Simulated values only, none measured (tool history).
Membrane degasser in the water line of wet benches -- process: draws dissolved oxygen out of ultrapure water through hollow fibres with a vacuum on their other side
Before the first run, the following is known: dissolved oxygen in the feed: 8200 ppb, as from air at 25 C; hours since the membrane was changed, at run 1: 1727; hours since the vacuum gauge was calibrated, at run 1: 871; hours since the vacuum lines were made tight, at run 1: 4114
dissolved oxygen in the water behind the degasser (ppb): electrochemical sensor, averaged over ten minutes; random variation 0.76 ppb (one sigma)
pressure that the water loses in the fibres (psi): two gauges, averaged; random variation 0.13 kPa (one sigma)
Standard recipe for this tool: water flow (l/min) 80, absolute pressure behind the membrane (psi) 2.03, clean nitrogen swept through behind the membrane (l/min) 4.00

| run | hour | water flow (l/min) | absolute pressure behind the membrane (psi) | clean nitrogen swept through behind the membrane (l/min) | hours since the membrane was changed | hours since the vacuum gauge was calibrated | hours since the vacuum lines were made tight | dissolved oxygen in the water behind the degasser (ppb) | pressure that the water loses in the fibres (psi) |
|---|---|---|---|---|---|---|---|---|---|
| 1 | 0.0 | 80 | 2.03 | 4.00 | 1727 | 871 | 4114 | 472.4 | 6.495 |
| 2 | 77.5 | 80 | 2.03 | 1.81 | 1804 | 948 | 4191 | 874.8 | 6.519 |
| 3 | 173.8 | 80 | 2.03 | 1.81 | 1900 | 1044 | 4288 | 873.5 | 6.534 |
| 4 | 270.8 | 80 | 2.03 | 1.81 | 1997 | 1142 | 4385 | 874.1 | 6.541 |
| 5 | 358.2 | 80 | 2.03 | 4.00 | 2085 | 1229 | 4472 | 473.5 | 6.518 |
| 6 | 437.7 | 80 | 2.03 | 4.00 | 2164 | 1308 | 4552 | 475.4 | 6.530 |
| 7 | 494.9 | 80 | 2.03 | 4.00 | 2221 | 1366 | 4609 | 475.1 | 6.512 |
| 8 | 539.6 | 80 | 2.03 | 4.00 | 2266 | 1410 | 4653 | 475.7 | 6.496 |
| 9 | 615.5 | 80 | 1.80 | 4.00 | 2342 | 1486 | 4729 | 409.3 | 6.544 |
| 10 | 690.7 | 80 | 2.47 | 4.00 | 2417 | 1561 | 4805 | 594.3 | 6.490 |
|  | 708.6 | seals of the vacuum lines changed |
| 11 | 775.0 | 80 | 2.47 | 4.00 | 2499 | 1644 | 66 | 593.0 | 6.522 |
| 12 | 834.7 | 80 | 2.03 | 4.00 | 2559 | 1703 | 126 | 474.9 | 6.501 |
| 13 | 924.3 | 80 | 2.03 | 4.00 | 2649 | 1793 | 216 | 474.9 | 6.514 |
| 14 | 1013.5 | 80 | 2.03 | 5.47 | 2738 | 1882 | 305 | 364.8 | 6.550 |
| 15 | 1055.2 | 117 | 2.03 | 4.00 | 2780 | 1924 | 347 | 681.5 | 9.581 |
| 16 | 1114.0 | 80 | 2.03 | 7.72 | 2839 | 1983 | 405 | 271.1 | 6.546 |
| 17 | 1208.1 | 49 | 2.03 | 4.00 | 2933 | 2077 | 499 | 303.7 | 4.018 |
| 18 | 1256.0 | 49 | 2.03 | 4.00 | 2980 | 2125 | 547 | 303.8 | 3.991 |
| 19 | 1325.1 | 49 | 2.03 | 6.98 | 3050 | 2194 | 616 | 182.8 | 4.007 |
| 20 | 1412.2 | 80 | 4.97 | 4.00 | 3137 | 2281 | 704 | 1217.4 | 6.534 |
| 21 | 1501.6 | 123 | 1.70 | 10.21 | 3226 | 2370 | 793 | 297.9 | 10.119 |
| 22 | 1586.7 | 65 | 3.35 | 4.00 | 3311 | 2455 | 878 | 691.7 | 5.288 |
| 23 | 1633.9 | 65 | 3.35 | 4.00 | 3358 | 2503 | 925 | 694.4 | 5.279 |
| 24 | 1712.3 | 52 | 3.31 | 7.67 | 3437 | 2581 | 1004 | 314.4 | 4.273 |
| 25 | 1806.3 | 52 | 3.31 | 7.67 | 3531 | 2675 | 1098 | 313.7 | 4.257 |
| 26 | 1860.7 | 80 | 1.29 | 9.45 | 3585 | 2729 | 1152 | 129.6 | 6.575 |
| 27 | 1907.7 | 80 | 1.29 | 9.45 | 3632 | 2776 | 1199 | 130.4 | 6.566 |
| 28 | 1981.0 | 54 | 1.55 | 6.15 | 3705 | 2850 | 1272 | 161.0 | 4.411 |
| 29 | 2053.8 | 90 | 3.10 | 7.52 | 3778 | 2922 | 1345 | 505.1 | 7.380 |
| 30 | 2120.9 | 124 | 2.96 | 7.52 | 3845 | 2990 | 1412 | 669.5 | 10.199 |
| 31 | 2178.3 | 106 | 1.68 | 4.00 | 3903 | 3047 | 1470 | 504.5 | 8.701 |
| 32 | 2257.2 | 106 | 1.68 | 4.00 | 3982 | 3126 | 1549 | 504.2 | 8.753 |
| 33 | 2305.6 | 71 | 2.03 | 2.50 | 4030 | 3174 | 1597 | 633.0 | 5.864 |

Hidden state at the last listed run before each entry between runs and at the first one after, where it differs:
After run 10, before run 11: seals of the vacuum lines changed (hour 708.6)
  membrane still open, %: 98.7 -> 98.6; true pressure behind the membrane over the reading, kPa: 0.14 -> 0.15; air that leaks in behind the membrane, l/min: 0.022 -> 0.0034
  measured less the result without the state, dissolved oxygen in the water behind the degasser (ppb): +8.7 -> +6.8; pressure that the water loses in the fibres (psi): +0.087 -> +0.088
